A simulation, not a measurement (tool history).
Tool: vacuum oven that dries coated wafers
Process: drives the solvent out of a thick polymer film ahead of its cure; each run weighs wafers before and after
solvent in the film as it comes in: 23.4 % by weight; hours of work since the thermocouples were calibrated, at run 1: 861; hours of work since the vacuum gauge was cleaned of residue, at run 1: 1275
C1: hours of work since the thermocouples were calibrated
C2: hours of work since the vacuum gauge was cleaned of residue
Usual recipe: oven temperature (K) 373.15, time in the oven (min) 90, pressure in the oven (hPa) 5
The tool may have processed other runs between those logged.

run 1 hour=0 | oven_temperature_(K)=373.15 time_in_the_oven_(min)=90 pressure_in_the_oven_(hPa)=5 | C1=861 C2=1275 | solvent_left_in_the_film_(%)=3.1
run 2 hour=21.6 | oven_temperature_(K)=373.15 time_in_the_oven_(min)=90 pressure_in_the_oven_(hPa)=5 | C1=878 C2=1292 | solvent_left_in_the_film_(%)=3.12
run 3 hour=58.3 | oven_temperature_(K)=373.15 time_in_the_oven_(min)=90 pressure_in_the_oven_(hPa)=5 | C1=907 C2=1320 | solvent_left_in_the_film_(%)=3.06
run 4 hour=91.5 | oven_temperature_(K)=373.15 time_in_the_oven_(min)=90 pressure_in_the_oven_(hPa)=5 | C1=933 C2=1346 | solvent_left_in_the_film_(%)=3.11
run 5 hour=120 | oven_temperature_(K)=373.15 time_in_the_oven_(min)=90 pressure_in_the_oven_(hPa)=6.94 | C1=955 C2=1368 | solvent_left_in_the_film_(%)=3.22
-- hour=125.8 oven's thermocouples calibrated
run 6 hour=152 | oven_temperature_(K)=373.15 time_in_the_oven_(min)=90 pressure_in_the_oven_(hPa)=6.94 | C1=20 C2=1392 | solvent_left_in_the_film_(%)=3.17
run 7 hour=187.3 | oven_temperature_(K)=376.15 time_in_the_oven_(min)=158 pressure_in_the_oven_(hPa)=5 | C1=48 C2=1419 | solvent_left_in_the_film_(%)=0.66
run 8 hour=226.8 | oven_temperature_(K)=376.15 time_in_the_oven_(min)=158 pressure_in_the_oven_(hPa)=5 | C1=79 C2=1450 | solvent_left_in_the_film_(%)=0.66
run 9 hour=262.6 | oven_temperature_(K)=383.15 time_in_the_oven_(min)=158 pressure_in_the_oven_(hPa)=5 | C1=107 C2=1478 | solvent_left_in_the_film_(%)=0.26
run 10 hour=285.1 | oven_temperature_(K)=383.15 time_in_the_oven_(min)=158 pressure_in_the_oven_(hPa)=5 | C1=125 C2=1496 | solvent_left_in_the_film_(%)=0.24
run 11 hour=330.6 | oven_temperature_(K)=383.15 time_in_the_oven_(min)=71 pressure_in_the_oven_(hPa)=5 | C1=160 C2=1531 | solvent_left_in_the_film_(%)=1.55

4 options for the next run, each taken on its own from the tool as it stands now. Forecast them:
-- hour=353.6 oven's thermocouples calibrated, once more
run A hour=379.5 | oven_temperature_(K)=383.15 time_in_the_oven_(min)=53 pressure_in_the_oven_(hPa)=4.48 | C1=20 C2=1568 | solvent_left_in_the_film_(%)=?
-- hour=353.6 oven's thermocouples calibrated, once more
run B hour=379.5 | oven_temperature_(K)=368.15 time_in_the_oven_(min)=114 pressure_in_the_oven_(hPa)=8.31 | C1=20 C2=1568 | solvent_left_in_the_film_(%)=?
-- hour=353.6 oven's thermocouples calibrated, once more
run C hour=379.5 | oven_temperature_(K)=383.15 time_in_the_oven_(min)=159 pressure_in_the_oven_(hPa)=5 | C1=20 C2=1568 | solvent_left_in_the_film_(%)=?
-- hour=353.6 oven's thermocouples calibrated, once more
run D hour=379.5 | oven_temperature_(K)=383.15 time_in_the_oven_(min)=106 pressure_in_the_oven_(hPa)=5 | C1=20 C2=1568 | solvent_left_in_the_film_(%)=?

run=A solvent_left_in_the_film_(%)=2.59
run=B solvent_left_in_the_film_(%)=3.49
run=C solvent_left_in_the_film_(%)=0.24
run=D solvent_left_in_the_film_(%)=0.56
The same runs, with their run-to-run variation unchanged, on a tool lacking any hidden condition would have given:
run=A solvent_left_in_the_film_(%)=2.37
run=B solvent_left_in_the_film_(%)=3.18
run=C solvent_left_in_the_film_(%)=0.12
run=D solvent_left_in_the_film_(%)=0.41

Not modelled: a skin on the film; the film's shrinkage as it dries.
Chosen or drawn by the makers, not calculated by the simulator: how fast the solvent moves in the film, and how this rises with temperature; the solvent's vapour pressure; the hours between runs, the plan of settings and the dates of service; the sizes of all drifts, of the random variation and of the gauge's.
